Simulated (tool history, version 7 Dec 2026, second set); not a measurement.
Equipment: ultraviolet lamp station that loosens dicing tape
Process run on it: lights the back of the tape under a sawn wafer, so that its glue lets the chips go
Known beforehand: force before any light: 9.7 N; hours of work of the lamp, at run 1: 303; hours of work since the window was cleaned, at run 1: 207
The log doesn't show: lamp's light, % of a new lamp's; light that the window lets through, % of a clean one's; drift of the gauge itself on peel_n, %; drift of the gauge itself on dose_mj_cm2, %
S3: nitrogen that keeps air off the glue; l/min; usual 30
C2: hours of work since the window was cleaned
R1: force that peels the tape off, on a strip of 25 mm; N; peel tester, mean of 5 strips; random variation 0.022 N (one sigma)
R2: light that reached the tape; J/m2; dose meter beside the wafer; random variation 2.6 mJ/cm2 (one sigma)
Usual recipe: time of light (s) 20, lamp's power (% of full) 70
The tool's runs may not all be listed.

Run 1, day 0: usual settings; hours of work of the lamp 303; C2 207. Result: R1 1.855 N, R2 2440 J/m2.
Run 2, day 0.508: usual settings; hours of work of the lamp 311; C2 215. Result: R1 1.908 N, R2 2450 J/m2.
At day 0.879: window cleaned of glue's vapour.
Run 3, day 1.371: usual settings; hours of work of the lamp 323; C2 7. Result: R1 1.438 N, R2 2890 J/m2.
Run 4, day 1.875: usual settings; hours of work of the lamp 331; C2 15. Result: R1 1.482 N, R2 2860 J/m2.
Run 5, day 2.454: usual settings but time of light (s) 14; hours of work of the lamp 339; C2 23. Result: R1 2.567 N, R2 1990 J/m2.
Run 6, day 3.083: usual settings but time of light (s) 14; hours of work of the lamp 349; C2 33. Result: R1 2.601 N, R2 1970 J/m2.
Run 7, day 3.958: usual settings but time of light (s) 14; hours of work of the lamp 362; C2 46. Result: R1 2.662 N, R2 1950 J/m2.
Run 8, day 4.554: usual settings but time of light (s) 15, S3 21 l/min; hours of work of the lamp 371; C2 55. Result: R1 2.906 N, R2 2050 J/m2.
Run 9, day 5.438: usual settings but time of light (s) 29, S3 10 l/min; hours of work of the lamp 384; C2 68. Result: R1 1.889 N, R2 3810 J/m2.
Run 10, day 6.012: usual settings but time of light (s) 38, lamp's power (% of full) 99; hours of work of the lamp 392; C2 76. Result: R1 0.283 N, R2 7080 J/m2.
Run 11, day 6.796: usual settings but time of light (s) 18, lamp's power (% of full) 97; hours of work of the lamp 404; C2 88. Result: R1 1.178 N, R2 3260 J/m2.

Run 12, settings as shown, results not yet in. Your forecast:
Run 12, day 7.267: usual settings but time of light (s) 31, lamp's power (% of full) 61, S3 14 l/min; hours of work of the lamp 411; C2 95. Result: R1 ?, R2 ?.

{"run 12": {"R1": 1.758, "R2": 3490}}
Were there no unlogged condition in the tool, this run, its random variation unchanged, would have produced R1 1.091 N, R2 4590 J/m2.

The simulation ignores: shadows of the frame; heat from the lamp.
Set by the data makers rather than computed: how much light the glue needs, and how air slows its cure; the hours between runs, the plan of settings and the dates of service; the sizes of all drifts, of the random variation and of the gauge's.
